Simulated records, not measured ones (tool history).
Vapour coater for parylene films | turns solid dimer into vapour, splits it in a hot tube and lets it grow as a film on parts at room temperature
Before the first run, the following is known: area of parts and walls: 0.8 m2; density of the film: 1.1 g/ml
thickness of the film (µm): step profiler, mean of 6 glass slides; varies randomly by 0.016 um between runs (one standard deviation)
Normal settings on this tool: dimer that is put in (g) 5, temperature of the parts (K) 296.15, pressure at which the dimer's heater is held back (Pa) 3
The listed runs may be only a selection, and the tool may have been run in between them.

run	hour	dimer that is put in (g)	temperature of the parts (K)	pressure at which the dimer's heater is held back (Pa)	thickness of the film (µm)
1	0	5	296.15	3	4.4
2	66	5	296.15	3	4.42
3	102.1	5	296.15	3	4.38
4	133.8	5	296.15	3	4.37
5	204.4	5	296.15	3	4.34
6	275	5	296.15	3	4.36
7	313	5	296.15	3	4.31
# hour 335.9: table's thermometer calibrated
8	371.2	5	296.15	3	4.38
9	425.8	5	296.15	3	4.35
10	494.2	5	296.15	3	4.33
11	534.4	5	296.15	3	4.33
12	566.6	2	296.15	3	1.74
13	633.5	2	292.15	3	1.84
14	703.9	2	292.15	3	1.83
15	743.3	9	292.15	4.58	7.88
16	774.1	9	292.15	4.58	7.89
17	829.3	9	292.15	4.58	7.87
# hour 837.2: trap's valve overhauled
18	895.8	9	292.15	4.58	8.16
19	959	5	292.15	2.27	4.88
20	1021.9	2	288.15	3.69	1.99
21	1069.1	2	288.15	3.69	1.96

Table of differences, measured result less the result of that run with no hidden state. Run-to-run variation is the same in both. Gauge scatter possibly is not:
The hidden state here: vapour lost through the trap's worn valve, %; true temperature of the parts over the reading, C; drift of the gauge itself on film_um, %.
run	thickness of the film (µm)
1	-0.08
2	-0.1
3	-0.11
4	-0.11
5	-0.13
6	-0.15
7	-0.15
8	-0.12
9	-0.13
10	-0.15
11	-0.16
12	-0.06
13	-0.08
14	-0.09
15	-0.38
16	-0.41
17	-0.43
18	-0.1
19	-0.08
20	-0.04
21	-0.05
